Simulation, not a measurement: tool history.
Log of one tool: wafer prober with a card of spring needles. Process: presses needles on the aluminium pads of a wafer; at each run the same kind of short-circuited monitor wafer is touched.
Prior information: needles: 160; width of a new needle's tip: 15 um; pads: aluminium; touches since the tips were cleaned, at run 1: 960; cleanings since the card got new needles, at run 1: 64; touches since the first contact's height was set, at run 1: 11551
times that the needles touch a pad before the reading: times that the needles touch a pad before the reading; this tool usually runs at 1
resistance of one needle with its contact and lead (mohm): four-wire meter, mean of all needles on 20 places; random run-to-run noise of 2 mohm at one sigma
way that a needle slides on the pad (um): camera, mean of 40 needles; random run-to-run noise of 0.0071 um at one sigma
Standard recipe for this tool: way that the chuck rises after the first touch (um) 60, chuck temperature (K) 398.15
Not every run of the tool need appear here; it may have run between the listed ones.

run    hour  way that the chuck rises after the first touch (um)  chuck temperature (K)  times that the needles touch a pad before the reading  touches since the tips were cleaned  cleanings since the card got new needles  touches since the first contact's height was set  resistance of one needle with its contact and lead (mohm)  way that a needle slides on the pad (um)
  1     0.0                                                   60                 398.15                                                      1                                  960                                        64                                             11551                                                        253                                     7.519
       21.5  -- tips cleaned on abrasive film
       45.1  -- tips cleaned on abrasive film
  2    49.4                                                   60                 398.15                                                      1                                 1882                                        66                                             33017                                                        279                                     7.503
       66.2  -- tips cleaned on abrasive film
       88.6  -- tips cleaned on abrasive film
      108.9  -- tips cleaned on abrasive film
  3   109.2                                                   60                 398.15                                                      1                                   97                                        69                                             58926                                                        231                                     7.485
      130.4  -- tips cleaned on abrasive film
      151.6  -- tips cleaned on abrasive film
  4   151.6                                                   60                 398.15                                                      1                                    0                                        71                                             77358                                                        225                                     7.476
      173.6  -- tips cleaned on abrasive film
      194.7  -- tips cleaned on abrasive film
  5   202.2                                                   60                 398.15                                                      1                                 3279                                        73                                             99328                                                        302                                     7.446
      215.7  -- tips cleaned on abrasive film
      237.2  -- tips cleaned on abrasive film
  6   250.7                                                   60                 398.15                                                      1                                 5924                                        75                                            120385                                                        319                                     7.424
      261.0  -- tips cleaned on abrasive film
      280.8  -- tips cleaned on abrasive film
      304.5  -- tips cleaned on abrasive film
  7   309.1                                                   60                 324.15                                                      1                                 2006                                        78                                            145711                                                        281                                     7.408
      312.4  -- height of the first contact set anew
      328.1  -- tips cleaned on abrasive film
      348.9  -- tips cleaned on abrasive film
  8   348.9                                                   60                 324.15                                                      1                                    0                                        80                                             15841                                                        221                                     7.500
      370.3  -- tips cleaned on abrasive film
      393.0  -- tips cleaned on abrasive film
  9   396.8                                                   60                 324.15                                                      1                                 1636                                        82                                             36617                                                        270                                     7.495
      415.4  -- tips cleaned on abrasive film
      438.2  -- tips cleaned on abrasive film
 10   453.5                                                   60                 324.15                                                      1                                 6667                                        84                                             61252                                                        327                                     7.488
      460.4  -- tips cleaned on abrasive film
      481.2  -- tips cleaned on abrasive film
 11   487.4                                                   60                 321.15                                                      1                                 2722                                        86                                             75960                                                        290                                     7.475
      504.5  -- tips cleaned on abrasive film
      526.5  -- tips cleaned on abrasive film
 12   545.6                                                   60                 371.15                                                      1                                 8321                                        88                                            101241                                                        334                                     7.449
      550.4  -- tips cleaned on abrasive film
      571.6  -- tips cleaned on abrasive film
 13   587.1                                                   60                 398.15                                                      1                                 6756                                        90                                            119222                                                        328                                     7.442
      592.0  -- tips cleaned on abrasive film
      616.0  -- tips cleaned on abrasive film
 14   634.9                                                   60                 398.15                                                      1                                 8252                                        92                                            140008                                                        337                                     7.418
      637.7  -- tips cleaned on abrasive film
      652.2  -- height of the first contact set anew
      662.0  -- tips cleaned on abrasive film
      681.7  -- tips cleaned on abrasive film
 15   695.1                                                   60                 398.15                                                      1                                 5870                                        95                                             18635                                                        325                                     7.509
      701.6  -- tips cleaned on abrasive film
      723.0  -- tips cleaned on abrasive film
 16   723.5                                                   60                 398.15                                                      2                                  216                                        97                                             30895                                                        234                                     7.494
      744.3  -- tips cleaned on abrasive film
 17   761.9                                                   60                 398.15                                                      2                                 7697                                        98                                             47612                                                        290                                     7.472
      764.9  -- tips cleaned on abrasive film
      786.7  -- tips cleaned on abrasive film
 18   793.3                                                   60                 398.15                                                      2                                 2867                                       100                                             61212                                                        267                                     7.461
      810.2  -- tips cleaned on abrasive film
      833.4  -- tips cleaned on abrasive film
 19   833.6                                                   60                 398.15                                                      2                                  102                                       102                                             78692                                                        228                                     7.462
      855.6  -- tips cleaned on abrasive film
 20   860.2                                                   59                 352.15                                                      1                                 1995                                       103                                             90230                                                        290                                     7.323
      878.6  -- tips cleaned on abrasive film
 21   889.8                                                   47                 315.15                                                      1                                 4854                                       104                                            103089                                                        398                                     5.799
      901.1  -- tips cleaned on abrasive film
      921.8  -- tips cleaned on abrasive film
 22   929.6                                                   67                 301.15                                                      1                                 3395                                       106                                            120358                                                        291                                     8.302
      941.9  -- tips cleaned on abrasive film
      964.0  -- tips cleaned on abrasive film
      987.5  -- tips cleaned on abrasive film
 23   988.1                                                   57                 304.15                                                      3                                  268                                       109                                            145755                                                        208                                     7.023
      993.3  -- height of the first contact set anew
     1008.6  -- tips cleaned on abrasive film
     1029.6  -- tips cleaned on abrasive film
 24  1048.4                                                   48                 398.15                                                      1                                 8192                                       111                                             23917                                                        395                                     6.004
     1053.0  -- tips cleaned on abrasive film
     1076.8  -- tips cleaned on abrasive film
 25  1076.8                                                   48                 398.15                                                      1                                    0                                       113                                             36215                                                        231                                     5.991

4 ways to go on from here, each from the tool as it stands after run 25. What would each give?
     1096.6  -- tips cleaned on abrasive film
  A  1113.2                                                   48                 323.15                                                      1                                 7270                                       114                                             52072                                                          ?                                         ?
     1096.6  -- tips cleaned on abrasive film
  B  1113.2                                                   48                 398.15                                                      1                                 7270                                       114                                             52072                                                          ?                                         ?
     1096.6  -- tips cleaned on abrasive film
  C  1113.2                                                   48                 318.15                                                      1                                 7270                                       114                                             52072                                                          ?                                         ?
     1096.6  -- tips cleaned on abrasive film
  D  1113.2                                                   43                 398.15                                                      3                                 7270                                       114                                             52072                                                          ?                                         ?

run  resistance of one needle with its contact and lead (mohm)  way that a needle slides on the pad (um)
  A                                                        389                                     5.978
  B                                                        389                                     5.972
  C                                                        388                                     5.967
  D                                                        299                                     5.356
Without the tool's hidden state the same runs would have given:
run  resistance of one needle with its contact and lead (mohm)  way that a needle slides on the pad (um)
  A                                                        206                                     6.023
  B                                                        226                                     6.017
  C                                                        203                                     6.011
  D                                                        226                                     5.401
